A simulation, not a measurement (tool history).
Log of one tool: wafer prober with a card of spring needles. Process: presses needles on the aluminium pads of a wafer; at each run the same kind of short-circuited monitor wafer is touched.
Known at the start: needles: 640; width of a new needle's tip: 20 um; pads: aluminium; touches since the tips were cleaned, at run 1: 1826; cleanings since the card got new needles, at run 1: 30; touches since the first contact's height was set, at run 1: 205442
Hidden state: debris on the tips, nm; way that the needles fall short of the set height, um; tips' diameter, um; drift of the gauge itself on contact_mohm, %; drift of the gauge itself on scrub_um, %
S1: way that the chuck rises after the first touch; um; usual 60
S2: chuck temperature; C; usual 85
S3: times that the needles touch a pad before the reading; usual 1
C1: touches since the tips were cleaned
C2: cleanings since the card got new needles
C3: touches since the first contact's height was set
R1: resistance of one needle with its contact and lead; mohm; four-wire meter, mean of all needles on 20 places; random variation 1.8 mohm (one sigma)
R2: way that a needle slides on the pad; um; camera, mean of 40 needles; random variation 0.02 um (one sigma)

run 1 hour=0 | S1=60 S2=85 S3=1 | C1=1826 C2=30 C3=205442 | R1=267 R2=8.51
run 2 hour=7.8 | S1=60 S2=85 S3=1 | C1=4965 C2=30 C3=208581 | R1=312 R2=8.5
-- hour=9.6 tips cleaned on abrasive film
-- hour=12.9 height of the first contact set anew
run 3 hour=17.1 | S1=60 S2=85 S3=1 | C1=2894 C2=31 C3=1684 | R1=275 R2=8.41
-- hour=24.9 tips cleaned on abrasive film
run 4 hour=26.4 | S1=60 S2=43 S3=1 | C1=572 C2=32 C3=5350 | R1=217 R2=8.38
-- hour=40.1 tips cleaned on abrasive film
-- hour=41.2 height of the first contact set anew, once more
run 5 hour=44.3 | S1=60 S2=43 S3=1 | C1=1558 C2=33 C3=1230 | R1=245 R2=8.86
-- hour=54.8 tips cleaned on abrasive film
run 6 hour=56.1 | S1=60 S2=43 S3=1 | C1=518 C2=34 C3=5915 | R1=220 R2=8.87
-- hour=69.6 tips cleaned on abrasive film
run 7 hour=70.6 | S1=60 S2=43 S3=1 | C1=383 C2=35 C3=11705 | R1=198 R2=8.86
-- hour=84 tips cleaned on abrasive film
run 8 hour=85.6 | S1=65 S2=85 S3=3 | C1=629 C2=36 C3=17664 | R1=202 R2=9.59
run 9 hour=95.2 | S1=77 S2=65 S3=1 | C1=4506 C2=36 C3=21541 | R1=257 R2=11.38
-- hour=98.8 tips cleaned on abrasive film
run 10 hour=106 | S1=56 S2=105 S3=1 | C1=2882 C2=37 C3=25817 | R1=290 R2=8.27
-- hour=112.9 tips cleaned on abrasive film
run 11 hour=123.1 | S1=60 S2=31 S3=1 | C1=4085 C2=38 C3=32646 | R1=293 R2=8.81
-- hour=128 tips cleaned on abrasive film
run 12 hour=132.6 | S1=60 S2=31 S3=1 | C1=1846 C2=39 C3=36385 | R1=255 R2=8.8

4 ways to go on from here, each from the tool as it stands after run 12. What would each give?
-- hour=143.3 tips cleaned on abrasive film
run A hour=145.3 | S1=44 S2=87 S3=1 | C1=784 C2=40 C3=41440 | R1=? R2=?
-- hour=143.3 tips cleaned on abrasive film
run B hour=145.3 | S1=60 S2=85 S3=1 | C1=784 C2=40 C3=41440 | R1=? R2=?
-- hour=143.3 tips cleaned on abrasive film
run C hour=145.3 | S1=71 S2=31 S3=1 | C1=784 C2=40 C3=41440 | R1=? R2=?
-- hour=143.3 tips cleaned on abrasive film
run D hour=145.3 | S1=60 S2=41 S3=1 | C1=784 C2=40 C3=41440 | R1=? R2=?

run=A R1=271 R2=6.41
run=B R1=233 R2=8.81
run=C R1=209 R2=10.44
run=D R1=223 R2=8.81
Without the tool's hidden state the same runs would have given:
run=A R1=199 R2=6.49
run=B R1=192 R2=8.89
run=C R1=177 R2=10.52
run=D R1=181 R2=8.89
